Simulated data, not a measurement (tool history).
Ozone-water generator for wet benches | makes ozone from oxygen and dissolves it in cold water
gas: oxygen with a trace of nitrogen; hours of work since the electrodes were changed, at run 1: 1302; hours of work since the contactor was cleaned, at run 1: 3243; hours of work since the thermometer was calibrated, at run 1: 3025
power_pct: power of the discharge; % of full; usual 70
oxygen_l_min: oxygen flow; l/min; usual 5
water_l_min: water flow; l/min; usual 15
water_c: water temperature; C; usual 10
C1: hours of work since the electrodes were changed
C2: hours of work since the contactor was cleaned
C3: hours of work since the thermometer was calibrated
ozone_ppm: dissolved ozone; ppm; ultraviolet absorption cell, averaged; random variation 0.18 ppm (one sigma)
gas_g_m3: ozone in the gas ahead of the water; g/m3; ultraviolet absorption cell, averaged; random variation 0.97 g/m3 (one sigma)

{"run": 1, "day": 0.0, "power_pct": 70, "oxygen_l_min": 5, "water_l_min": 15, "water_c": 10, "C1": 1302, "C2": 3243, "C3": 3025, "ozone_ppm": 25.7, "gas_g_m3": 165}
{"run": 2, "day": 1.712, "power_pct": 70, "oxygen_l_min": 5, "water_l_min": 15, "water_c": 10, "C1": 1336, "C2": 3277, "C3": 3059, "ozone_ppm": 25.3, "gas_g_m3": 166}
{"run": 3, "day": 2.621, "power_pct": 70, "oxygen_l_min": 5, "water_l_min": 15, "water_c": 10, "C1": 1354, "C2": 3295, "C3": 3077, "ozone_ppm": 25.5, "gas_g_m3": 165.9}
{"run": 4, "day": 3.458, "power_pct": 70, "oxygen_l_min": 5, "water_l_min": 15, "water_c": 10, "C1": 1371, "C2": 3311, "C3": 3094, "ozone_ppm": 25.7, "gas_g_m3": 166.3}
{"run": 5, "day": 4.954, "power_pct": 70, "oxygen_l_min": 5, "water_l_min": 15, "water_c": 10, "C1": 1400, "C2": 3341, "C3": 3123, "ozone_ppm": 25.6, "gas_g_m3": 166.2}
{"run": 6, "day": 5.825, "power_pct": 70, "oxygen_l_min": 5, "water_l_min": 15, "water_c": 10, "C1": 1417, "C2": 3358, "C3": 3140, "ozone_ppm": 25.5, "gas_g_m3": 166.3}
{"run": 7, "day": 7.554, "power_pct": 70, "oxygen_l_min": 5, "water_l_min": 15, "water_c": 10, "C1": 1452, "C2": 3392, "C3": 3175, "ozone_ppm": 25.2, "gas_g_m3": 165}
{"run": 8, "day": 8.85, "power_pct": 92, "oxygen_l_min": 2.66, "water_l_min": 19, "water_c": 8, "C1": 1477, "C2": 3418, "C3": 3200, "ozone_ppm": 28.1, "gas_g_m3": 328.5}
{"run": 9, "day": 10.467, "power_pct": 43, "oxygen_l_min": 2.66, "water_l_min": 11, "water_c": 9, "C1": 1509, "C2": 3450, "C3": 3232, "ozone_ppm": 22.3, "gas_g_m3": 164.8}
{"run": 10, "day": 11.433, "power_pct": 70, "oxygen_l_min": 5.27, "water_l_min": 10, "water_c": 10, "C1": 1528, "C2": 3469, "C3": 3251, "ozone_ppm": 32.1, "gas_g_m3": 160.4}
{"run": 11, "day": 12.954, "power_pct": 72, "oxygen_l_min": 3.54, "water_l_min": 15, "water_c": 10, "C1": 1558, "C2": 3499, "C3": 3281, "ozone_ppm": 27.1, "gas_g_m3": 215.7}

Forecast each of these 4 alternatives for the next run:
{"run": "A", "day": 14.671, "power_pct": 72, "oxygen_l_min": 6.1, "water_l_min": 15, "water_c": 10, "C1": 1592, "C2": 3533, "C3": 3315, "ozone_ppm": "?", "gas_g_m3": "?"}
{"run": "B", "day": 14.671, "power_pct": 92, "oxygen_l_min": 5.17, "water_l_min": 22, "water_c": 10, "C1": 1592, "C2": 3533, "C3": 3315, "ozone_ppm": "?", "gas_g_m3": "?"}
{"run": "C", "day": 14.671, "power_pct": 54, "oxygen_l_min": 8.29, "water_l_min": 15, "water_c": 10, "C1": 1592, "C2": 3533, "C3": 3315, "ozone_ppm": "?", "gas_g_m3": "?"}
{"run": "D", "day": 14.671, "power_pct": 70, "oxygen_l_min": 5, "water_l_min": 9, "water_c": 11, "C1": 1592, "C2": 3533, "C3": 3315, "ozone_ppm": "?", "gas_g_m3": "?"}

run=A ozone_ppm=25.4 gas_g_m3=148.5
run=B ozone_ppm=24.7 gas_g_m3=209.3
run=C ozone_ppm=18.1 gas_g_m3=94.1
run=D ozone_ppm=33.8 gas_g_m3=166.9
Without the tool's hidden state the same runs would have given:
run=A ozone_ppm=25.4 gas_g_m3=147.4
run=B ozone_ppm=24.7 gas_g_m3=207.7
run=C ozone_ppm=18.2 gas_g_m3=93.3
run=D ozone_ppm=33.8 gas_g_m3=165.6
